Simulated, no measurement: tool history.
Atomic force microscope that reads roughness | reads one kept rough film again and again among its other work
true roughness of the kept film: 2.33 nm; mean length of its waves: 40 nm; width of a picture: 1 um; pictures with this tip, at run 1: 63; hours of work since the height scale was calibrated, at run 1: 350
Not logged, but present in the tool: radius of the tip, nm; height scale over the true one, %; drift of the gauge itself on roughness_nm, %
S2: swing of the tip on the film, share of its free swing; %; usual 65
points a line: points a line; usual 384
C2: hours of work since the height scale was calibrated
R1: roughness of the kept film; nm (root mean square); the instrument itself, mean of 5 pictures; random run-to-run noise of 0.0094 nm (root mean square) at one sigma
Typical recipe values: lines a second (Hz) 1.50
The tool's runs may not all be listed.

{"run": 1, "day": 0.0, "lines a second (Hz)": 1.5, "S2": 65, "points a line": 384, "pictures with this tip": 63, "C2": 350, "R1": 2.032}
{"run": 2, "day": 0.654, "lines a second (Hz)": 1.5, "S2": 65, "points a line": 384, "pictures with this tip": 97, "C2": 362, "R1": 2.019}
{"run": 3, "day": 1.146, "lines a second (Hz)": 1.5, "S2": 65, "points a line": 384, "pictures with this tip": 122, "C2": 371, "R1": 1.988}
{"run": 4, "day": 1.767, "lines a second (Hz)": 1.5, "S2": 65, "points a line": 384, "pictures with this tip": 153, "C2": 383, "R1": 1.978}
{"day": 2.146, "done": "new tip fitted"}
{"run": 5, "day": 2.175, "lines a second (Hz)": 1.5, "S2": 65, "points a line": 384, "pictures with this tip": 1, "C2": 390, "R1": 2.136}
{"run": 6, "day": 2.596, "lines a second (Hz)": 1.5, "S2": 65, "points a line": 384, "pictures with this tip": 23, "C2": 398, "R1": 2.089}
{"run": 7, "day": 3.2, "lines a second (Hz)": 1.5, "S2": 65, "points a line": 384, "pictures with this tip": 54, "C2": 409, "R1": 2.049}
{"run": 8, "day": 3.8, "lines a second (Hz)": 1.67, "S2": 65, "points a line": 384, "pictures with this tip": 84, "C2": 420, "R1": 2.036}
{"run": 9, "day": 4.208, "lines a second (Hz)": 1.67, "S2": 65, "points a line": 384, "pictures with this tip": 105, "C2": 428, "R1": 1.997}
{"run": 10, "day": 4.625, "lines a second (Hz)": 1.19, "S2": 65, "points a line": 384, "pictures with this tip": 126, "C2": 435, "R1": 1.987}
{"run": 11, "day": 5.279, "lines a second (Hz)": 1.19, "S2": 65, "points a line": 384, "pictures with this tip": 160, "C2": 448, "R1": 1.953}
{"day": 5.571, "done": "new tip fitted"}
{"run": 12, "day": 5.904, "lines a second (Hz)": 1.5, "S2": 65, "points a line": 384, "pictures with this tip": 17, "C2": 459, "R1": 2.101}
{"run": 13, "day": 6.588, "lines a second (Hz)": 1.5, "S2": 65, "points a line": 384, "pictures with this tip": 52, "C2": 471, "R1": 2.057}
{"run": 14, "day": 6.879, "lines a second (Hz)": 3.43, "S2": 65, "points a line": 384, "pictures with this tip": 67, "C2": 477, "R1": 1.967}
{"run": 15, "day": 7.329, "lines a second (Hz)": 3.43, "S2": 65, "points a line": 384, "pictures with this tip": 89, "C2": 485, "R1": 1.962}
{"run": 16, "day": 7.946, "lines a second (Hz)": 3.43, "S2": 65, "points a line": 384, "pictures with this tip": 121, "C2": 497, "R1": 1.916}
{"run": 17, "day": 8.542, "lines a second (Hz)": 3.43, "S2": 65, "points a line": 384, "pictures with this tip": 152, "C2": 508, "R1": 1.891}
{"run": 18, "day": 8.879, "lines a second (Hz)": 3.43, "S2": 65, "points a line": 384, "pictures with this tip": 169, "C2": 514, "R1": 1.879}
{"day": 8.962, "done": "new tip fitted"}
{"run": 19, "day": 9.546, "lines a second (Hz)": 1.5, "S2": 65, "points a line": 635, "pictures with this tip": 30, "C2": 526, "R1": 2.104}
{"run": 20, "day": 10.229, "lines a second (Hz)": 1.5, "S2": 65, "points a line": 635, "pictures with this tip": 65, "C2": 538, "R1": 2.074}
{"run": 21, "day": 10.654, "lines a second (Hz)": 0.72, "S2": 81, "points a line": 345, "pictures with this tip": 86, "C2": 546, "R1": 2.01}
{"run": 22, "day": 11.238, "lines a second (Hz)": 0.72, "S2": 81, "points a line": 345, "pictures with this tip": 116, "C2": 557, "R1": 1.972}
{"run": 23, "day": 11.888, "lines a second (Hz)": 2.53, "S2": 85, "points a line": 384, "pictures with this tip": 149, "C2": 569, "R1": 1.771}
{"day": 12.371, "done": "new tip fitted"}
{"run": 24, "day": 12.45, "lines a second (Hz)": 0.67, "S2": 64, "points a line": 566, "pictures with this tip": 4, "C2": 579, "R1": 2.161}
{"run": 25, "day": 12.808, "lines a second (Hz)": 0.67, "S2": 64, "points a line": 566, "pictures with this tip": 22, "C2": 586, "R1": 2.136}
{"run": 26, "day": 13.346, "lines a second (Hz)": 1.18, "S2": 75, "points a line": 767, "pictures with this tip": 50, "C2": 596, "R1": 2.039}
{"run": 27, "day": 13.704, "lines a second (Hz)": 1.5, "S2": 65, "points a line": 289, "pictures with this tip": 68, "C2": 602, "R1": 2.04}
{"run": 28, "day": 14.062, "lines a second (Hz)": 1.49, "S2": 68, "points a line": 384, "pictures with this tip": 86, "C2": 609, "R1": 2.015}
{"run": 29, "day": 14.629, "lines a second (Hz)": 1.49, "S2": 68, "points a line": 384, "pictures with this tip": 115, "C2": 619, "R1": 1.973}
{"run": 30, "day": 15.267, "lines a second (Hz)": 1.49, "S2": 68, "points a line": 384, "pictures with this tip": 148, "C2": 631, "R1": 1.945}
{"day": 15.758, "done": "new tip fitted"}
{"run": 31, "day": 15.758, "lines a second (Hz)": 1.85, "S2": 67, "points a line": 989, "pictures with this tip": 0, "C2": 640, "R1": 2.118}
{"run": 32, "day": 16.325, "lines a second (Hz)": 1.85, "S2": 67, "points a line": 989, "pictures with this tip": 29, "C2": 650, "R1": 2.066}
{"run": 33, "day": 16.829, "lines a second (Hz)": 2.81, "S2": 66, "points a line": 989, "pictures with this tip": 55, "C2": 660, "R1": 2.003}
{"run": 34, "day": 17.379, "lines a second (Hz)": 1.17, "S2": 59, "points a line": 428, "pictures with this tip": 83, "C2": 670, "R1": 2.055}
{"run": 35, "day": 18.075, "lines a second (Hz)": 0.53, "S2": 81, "points a line": 449, "pictures with this tip": 119, "C2": 683, "R1": 2.002}
{"run": 36, "day": 18.767, "lines a second (Hz)": 1.5, "S2": 87, "points a line": 609, "pictures with this tip": 154, "C2": 696, "R1": 1.84}
{"run": 37, "day": 19.071, "lines a second (Hz)": 2.43, "S2": 65, "points a line": 347, "pictures with this tip": 169, "C2": 701, "R1": 1.899}
{"day": 19.154, "done": "new tip fitted"}
{"run": 38, "day": 19.383, "lines a second (Hz)": 0.54, "S2": 56, "points a line": 347, "pictures with this tip": 11, "C2": 707, "R1": 2.141}
{"run": 39, "day": 20.075, "lines a second (Hz)": 2.22, "S2": 76, "points a line": 384, "pictures with this tip": 47, "C2": 719, "R1": 1.958}
{"run": 40, "day": 20.492, "lines a second (Hz)": 2.22, "S2": 76, "points a line": 384, "pictures with this tip": 68, "C2": 727, "R1": 1.943}

A few steps of R1 between consecutive runs. Split each: what settings, incoming material and random variation would produce without the hidden state, and what is left over for the hidden state, along with gauge scatter present in only one of the two compared results (measured, and without hidden state):
Run 4 -> 5: new tip fitted. R1 +0.158 nm (root mean square): hidden state +0.159, all else -0.001.
Run 11 -> 12: lines a second (Hz) 1.19 -> 1.50, new tip fitted. R1 +0.148 nm (root mean square): hidden state +0.154, all else -0.006.
Run 18 -> 19: lines a second (Hz) 3.43 -> 1.50, points a line 384 -> 635, new tip fitted. R1 +0.225 nm (root mean square): hidden state +0.135, all else +0.090.
Run 23 -> 24: lines a second (Hz) 2.53 -> 0.67, S2 85 -> 64, points a line 384 -> 566, new tip fitted. R1 +0.390 nm (root mean square): hidden state +0.137, all else +0.253.
Run 37 -> 38: lines a second (Hz) 2.43 -> 0.54, S2 65 -> 56, new tip fitted. R1 +0.242 nm (root mean square): hidden state +0.170, all else +0.072.
